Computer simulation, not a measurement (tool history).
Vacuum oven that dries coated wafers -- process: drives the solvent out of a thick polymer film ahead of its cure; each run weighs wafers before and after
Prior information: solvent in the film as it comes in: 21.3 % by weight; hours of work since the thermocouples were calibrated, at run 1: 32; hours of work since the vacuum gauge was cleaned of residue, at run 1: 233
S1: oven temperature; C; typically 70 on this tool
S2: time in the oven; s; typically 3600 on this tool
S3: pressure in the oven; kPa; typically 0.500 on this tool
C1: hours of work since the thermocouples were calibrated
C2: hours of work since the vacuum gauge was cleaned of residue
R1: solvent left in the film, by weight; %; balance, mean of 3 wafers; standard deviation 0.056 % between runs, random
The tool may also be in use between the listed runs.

| run | hour | S1 | S2 | S3 | C1 | C2 | R1 |
|---|---|---|---|---|---|---|---|
| 1 | 0.0 | 70 | 3600 | 0.500 | 32 | 233 | 3.77 |
| 2 | 20.0 | 70 | 3600 | 0.500 | 41 | 242 | 3.59 |
| 3 | 32.2 | 70 | 3600 | 0.500 | 47 | 248 | 3.57 |
| 4 | 52.6 | 70 | 3600 | 0.500 | 57 | 258 | 3.64 |
| 5 | 62.1 | 70 | 3600 | 0.500 | 61 | 262 | 3.66 |
| 6 | 78.3 | 82 | 3600 | 0.500 | 69 | 270 | 0.82 |
| 7 | 97.0 | 82 | 3600 | 0.500 | 78 | 279 | 0.72 |
| 8 | 119.0 | 81 | 3600 | 0.500 | 88 | 290 | 0.99 |
| 9 | 129.1 | 70 | 3600 | 0.313 | 93 | 294 | 3.62 |
| 10 | 142.5 | 70 | 3600 | 0.313 | 100 | 301 | 3.64 |
| 11 | 154.8 | 70 | 3600 | 0.500 | 105 | 307 | 3.58 |
| 12 | 172.9 | 70 | 3600 | 0.500 | 114 | 315 | 3.64 |
| 13 | 195.5 | 70 | 3600 | 0.500 | 125 | 326 | 3.58 |
| 14 | 218.0 | 70 | 3600 | 0.500 | 136 | 337 | 3.54 |
| 15 | 230.9 | 70 | 3600 | 0.500 | 142 | 343 | 3.54 |

Run 16, settings as shown, results not yet in. Your forecast:
| 16 | 250.9 | 70 | 3600 | 0.500 | 151 | 352 | ? |

{"run 16": {"R1": 3.64}}
Minus the tool's unlogged condition, the same run would have read R1 3.76 %.

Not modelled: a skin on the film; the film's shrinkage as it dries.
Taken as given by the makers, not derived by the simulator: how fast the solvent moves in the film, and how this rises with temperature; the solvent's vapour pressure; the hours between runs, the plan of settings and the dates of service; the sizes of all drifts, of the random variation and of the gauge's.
